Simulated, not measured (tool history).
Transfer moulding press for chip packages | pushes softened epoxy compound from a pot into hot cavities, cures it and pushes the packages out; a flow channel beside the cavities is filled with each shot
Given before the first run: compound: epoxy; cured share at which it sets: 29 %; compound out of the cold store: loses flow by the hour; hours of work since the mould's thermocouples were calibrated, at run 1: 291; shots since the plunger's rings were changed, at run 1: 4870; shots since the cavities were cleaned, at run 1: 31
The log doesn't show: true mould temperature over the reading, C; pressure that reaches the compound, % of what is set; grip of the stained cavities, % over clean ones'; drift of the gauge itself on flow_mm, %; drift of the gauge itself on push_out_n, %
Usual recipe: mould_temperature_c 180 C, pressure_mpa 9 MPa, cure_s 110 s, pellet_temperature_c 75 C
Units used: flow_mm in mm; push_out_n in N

| run | hour | mould_temperature_c | pressure_mpa | cure_s | pellet_temperature_c | hours of work since the mould's thermocouples were calibrated | shots since the plunger's rings were changed | shots since the cavities were cleaned | incoming compound's hours out of the cold store | flow_mm | push_out_n |
|---|---|---|---|---|---|---|---|---|---|---|---|
| 1 | 0 | 180 | 9 | 110 | 75 | 291 | 4870 | 31 | 43.1 | 539 | 426 |
| 2 | 14.9 | 180 | 9 | 110 | 75 | 299 | 5023 | 184 | 20.1 | 597 | 516 |
| 3 | 26.6 | 180 | 9 | 110 | 75 | 306 | 5141 | 302 | 45.3 | 532 | 524 |
| 4 | 35.3 | 180 | 9 | 110 | 75 | 311 | 5231 | 392 | 32.6 | 558 | 562 |
| 5 | 43.7 | 180 | 9 | 110 | 75 | 315 | 5316 | 477 | 28.9 | 568 | 590 |
| 6 | 60.9 | 180 | 7.47 | 110 | 75 | 325 | 5492 | 653 | 43.8 | 488 | 580 |
|  | 67.5 | cavities cleaned with cleaning compound and waxed |
| 7 | 69.9 | 180 | 9 | 110 | 75 | 329 | 5569 | 25 | 23.1 | 586 | 450 |
| 8 | 82.3 | 180 | 9 | 110 | 75 | 337 | 5696 | 152 | 47.1 | 521 | 473 |
| 9 | 90.6 | 180 | 9 | 110 | 75 | 341 | 5780 | 236 | 24.5 | 581 | 550 |
| 10 | 106.5 | 180 | 9 | 110 | 75 | 350 | 5943 | 399 | 46.3 | 511 | 555 |
| 11 | 123.8 | 180 | 9 | 110 | 75 | 360 | 6120 | 576 | 29.9 | 560 | 607 |
|  | 137.1 | mould's thermocouples calibrated |
|  | 139.5 | cavities cleaned with cleaning compound and waxed |
| 12 | 141.9 | 180 | 9 | 110 | 75 | 2 | 6269 | 24 | 19 | 592 | 465 |
| 13 | 150.2 | 180 | 9 | 110 | 75 | 7 | 6354 | 109 | 20.3 | 587 | 492 |
| 14 | 164.2 | 180 | 9 | 110 | 75 | 15 | 6497 | 252 | 22.6 | 575 | 534 |
| 15 | 181.9 | 180 | 9 | 110 | 75 | 25 | 6678 | 433 | 21.3 | 569 | 602 |
| 16 | 197.4 | 180 | 9 | 110 | 69 | 33 | 6837 | 592 | 35.8 | 535 | 591 |
|  | 209.5 | cavities cleaned with cleaning compound and waxed |
|  | 215.4 | plunger's sealing rings changed |
| 17 | 217.7 | 183 | 9 | 107 | 69 | 43 | 24 | 58 | 11.4 | 696 | 432 |
| 18 | 235.8 | 183 | 9 | 107 | 69 | 53 | 209 | 243 | 45.1 | 587 | 497 |
| 19 | 243.6 | 178 | 7.86 | 96 | 68 | 57 | 289 | 323 | 47.8 | 537 | 734 |
| 20 | 257.1 | 182 | 10.61 | 107 | 68 | 65 | 426 | 460 | 45.9 | 630 | 540 |
| 21 | 270.2 | 184 | 6.95 | 134 | 71 | 73 | 560 | 594 | 23.3 | 568 | 506 |
|  | 281.9 | cavities cleaned with cleaning compound and waxed |
| 22 | 284.4 | 180 | 8.15 | 110 | 69 | 80 | 690 | 26 | 46.4 | 543 | 436 |
| 23 | 292.7 | 186 | 8.58 | 150 | 69 | 85 | 775 | 111 | 45.5 | 560 | 395 |
| 24 | 310.6 | 176 | 9 | 110 | 75 | 95 | 958 | 294 | 16.2 | 676 | 669 |
| 25 | 320.7 | 176 | 9 | 110 | 75 | 101 | 1062 | 398 | 15.9 | 668 | 716 |
| 26 | 335 | 184 | 8.51 | 110 | 75 | 109 | 1207 | 543 | 11.1 | 655 | 539 |
|  | 351.7 | cavities cleaned with cleaning compound and waxed |
| 27 | 354.3 | 184 | 8.51 | 110 | 75 | 119 | 1389 | 26 | 13.2 | 649 | 403 |
| 28 | 363.5 | 184 | 8.51 | 110 | 75 | 124 | 1483 | 120 | 18.2 | 635 | 436 |
| 29 | 375.6 | 175 | 8.51 | 110 | 75 | 131 | 1607 | 244 | 37.7 | 588 | 636 |

3 ways to go on from here, each from the tool as it stands after run 29. What would each give?
| A | 389.6 | 175 | 8.51 | 110 | 66 | 139 | 1750 | 387 | 22.6 | ? | ? |
| B | 389.6 | 175 | 8.51 | 110 | 72 | 139 | 1750 | 387 | 37.3 | ? | ? |
| C | 389.6 | 175 | 8.51 | 101 | 80 | 139 | 1750 | 387 | 40.4 | ? | ? |

| run | flow_mm | push_out_n |
|---|---|---|
| A | 624 | 728 |
| B | 574 | 684 |
| C | 575 | 796 |
What these runs would have given with no unlogged condition in the tool:
| run | flow_mm | push_out_n |
|---|---|---|
| A | 646 | 568 |
| B | 595 | 533 |
| C | 596 | 621 |
